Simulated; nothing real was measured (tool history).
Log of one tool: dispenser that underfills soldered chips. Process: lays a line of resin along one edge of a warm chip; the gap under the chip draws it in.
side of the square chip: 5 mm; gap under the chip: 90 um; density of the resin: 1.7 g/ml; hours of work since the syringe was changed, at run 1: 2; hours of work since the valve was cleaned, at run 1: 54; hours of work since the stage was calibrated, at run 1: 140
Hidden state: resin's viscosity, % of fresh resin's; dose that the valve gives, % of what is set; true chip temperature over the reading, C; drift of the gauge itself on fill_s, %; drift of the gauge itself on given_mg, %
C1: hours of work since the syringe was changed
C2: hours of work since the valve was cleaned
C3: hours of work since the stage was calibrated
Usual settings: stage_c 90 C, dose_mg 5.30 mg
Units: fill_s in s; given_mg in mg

run 1 hour=0.0 | stage_c=90 dose_mg=5.30 | C1=2 C2=54 C3=140 | fill_s=20.5 given_mg=5.21
run 2 hour=3.0 | stage_c=90 dose_mg=5.30 | C1=4 C2=57 C3=143 | fill_s=24.3 given_mg=5.19
run 3 hour=8.6 | stage_c=90 dose_mg=5.30 | C1=9 C2=61 C3=147 | fill_s=30.8 given_mg=5.20
-- hour=12.3 new syringe of resin
run 4 hour=14.4 | stage_c=90 dose_mg=5.30 | C1=2 C2=65 C3=151 | fill_s=20.4 given_mg=5.18
run 5 hour=17.5 | stage_c=90 dose_mg=5.30 | C1=4 C2=67 C3=153 | fill_s=22.8 given_mg=5.19
run 6 hour=20.1 | stage_c=90 dose_mg=5.30 | C1=6 C2=69 C3=155 | fill_s=26.5 given_mg=5.16
run 7 hour=24.6 | stage_c=90 dose_mg=5.30 | C1=9 C2=73 C3=159 | fill_s=31.9 given_mg=5.17
-- hour=27.1 new syringe of resin
run 8 hour=30.6 | stage_c=90 dose_mg=4.61 | C1=3 C2=77 C3=163 | fill_s=22.4 given_mg=4.48
run 9 hour=34.8 | stage_c=88 dose_mg=5.30 | C1=6 C2=80 C3=166 | fill_s=28.0 given_mg=5.12
run 10 hour=40.6 | stage_c=93 dose_mg=5.30 | C1=10 C2=85 C3=171 | fill_s=29.3 given_mg=5.12
-- hour=42.1 new syringe of resin
run 11 hour=45.7 | stage_c=93 dose_mg=5.30 | C1=3 C2=88 C3=174 | fill_s=19.6 given_mg=5.11
run 12 hour=51.1 | stage_c=93 dose_mg=5.30 | C1=7 C2=92 C3=178 | fill_s=24.7 given_mg=5.12
run 13 hour=54.5 | stage_c=93 dose_mg=5.30 | C1=9 C2=95 C3=181 | fill_s=28.3 given_mg=5.11
-- hour=57.2 new syringe of resin
run 14 hour=60.1 | stage_c=93 dose_mg=5.30 | C1=2 C2=99 C3=185 | fill_s=18.7 given_mg=5.12
run 15 hour=62.6 | stage_c=90 dose_mg=6.41 | C1=4 C2=101 C3=187 | fill_s=22.6 given_mg=6.15
run 16 hour=66.8 | stage_c=90 dose_mg=6.41 | C1=7 C2=104 C3=190 | fill_s=27.2 given_mg=6.16
run 17 hour=70.5 | stage_c=90 dose_mg=6.41 | C1=10 C2=107 C3=193 | fill_s=31.2 given_mg=6.16
-- hour=72.3 new syringe of resin
run 18 hour=74.1 | stage_c=90 dose_mg=6.41 | C1=1 C2=109 C3=195 | fill_s=19.8 given_mg=6.14
run 19 hour=78.6 | stage_c=82 dose_mg=4.95 | C1=5 C2=113 C3=199 | fill_s=34.4 given_mg=4.74
run 20 hour=82.2 | stage_c=90 dose_mg=5.84 | C1=7 C2=116 C3=202 | fill_s=27.5 given_mg=5.59
-- hour=87.3 new syringe of resin
run 21 hour=88.1 | stage_c=102 dose_mg=5.30 | C1=1 C2=120 C3=206 | fill_s=12.8 given_mg=5.07
run 22 hour=91.1 | stage_c=92 dose_mg=6.30 | C1=3 C2=122 C3=208 | fill_s=20.0 given_mg=6.01
run 23 hour=93.9 | stage_c=87 dose_mg=5.07 | C1=5 C2=124 C3=210 | fill_s=27.9 given_mg=4.85
run 24 hour=97.0 | stage_c=78 dose_mg=5.00 | C1=7 C2=127 C3=213 | fill_s=46.2 given_mg=4.78
-- hour=99.5 dispensing valve cleaned and set on the balance
run 25 hour=101.3 | stage_c=96 dose_mg=5.00 | C1=10 C2=1 C3=215 | fill_s=26.4 given_mg=5.00
-- hour=103.4 new syringe of resin
run 26 hour=106.7 | stage_c=86 dose_mg=6.67 | C1=3 C2=5 C3=219 | fill_s=24.2 given_mg=6.64
run 27 hour=110.0 | stage_c=86 dose_mg=6.67 | C1=5 C2=8 C3=221 | fill_s=28.0 given_mg=6.66
run 28 hour=113.3 | stage_c=90 dose_mg=5.06 | C1=8 C2=10 C3=224 | fill_s=29.1 given_mg=5.07
run 29 hour=117.0 | stage_c=98 dose_mg=6.64 | C1=10 C2=13 C3=227 | fill_s=23.0 given_mg=6.63
-- hour=118.5 new syringe of resin
run 30 hour=122.4 | stage_c=103 dose_mg=6.27 | C1=3 C2=17 C3=231 | fill_s=13.2 given_mg=6.22
run 31 hour=126.4 | stage_c=82 dose_mg=4.63 | C1=6 C2=20 C3=234 | fill_s=37.3 given_mg=4.63
run 32 hour=131.3 | stage_c=100 dose_mg=6.64 | C1=10 C2=24 C3=237 | fill_s=22.0 given_mg=6.58
-- hour=133.7 new syringe of resin
run 33 hour=134.5 | stage_c=97 dose_mg=5.37 | C1=1 C2=26 C3=240 | fill_s=14.4 given_mg=5.35
run 34 hour=137.1 | stage_c=97 dose_mg=5.37 | C1=3 C2=28 C3=242 | fill_s=16.3 given_mg=5.31
run 35 hour=141.1 | stage_c=75 dose_mg=5.30 | C1=6 C2=31 C3=245 | fill_s=45.7 given_mg=5.25

3 ways to go on from here, each from the tool as it stands after run 35. What would each give?
run A hour=144.7 | stage_c=93 dose_mg=5.30 | C1=8 C2=34 C3=247 | fill_s=? given_mg=?
run B hour=144.7 | stage_c=75 dose_mg=5.97 | C1=8 C2=34 C3=247 | fill_s=? given_mg=?
run C hour=144.7 | stage_c=75 dose_mg=5.81 | C1=8 C2=34 C3=247 | fill_s=? given_mg=?

run=A fill_s=25.6 given_mg=5.24
run=B fill_s=50.1 given_mg=5.90
run=C fill_s=52.4 given_mg=5.75
Without the tool's hidden state the same runs would have given:
run=A fill_s=17.9 given_mg=5.30
run=B fill_s=35.4 given_mg=5.97
run=C fill_s=37.2 given_mg=5.82

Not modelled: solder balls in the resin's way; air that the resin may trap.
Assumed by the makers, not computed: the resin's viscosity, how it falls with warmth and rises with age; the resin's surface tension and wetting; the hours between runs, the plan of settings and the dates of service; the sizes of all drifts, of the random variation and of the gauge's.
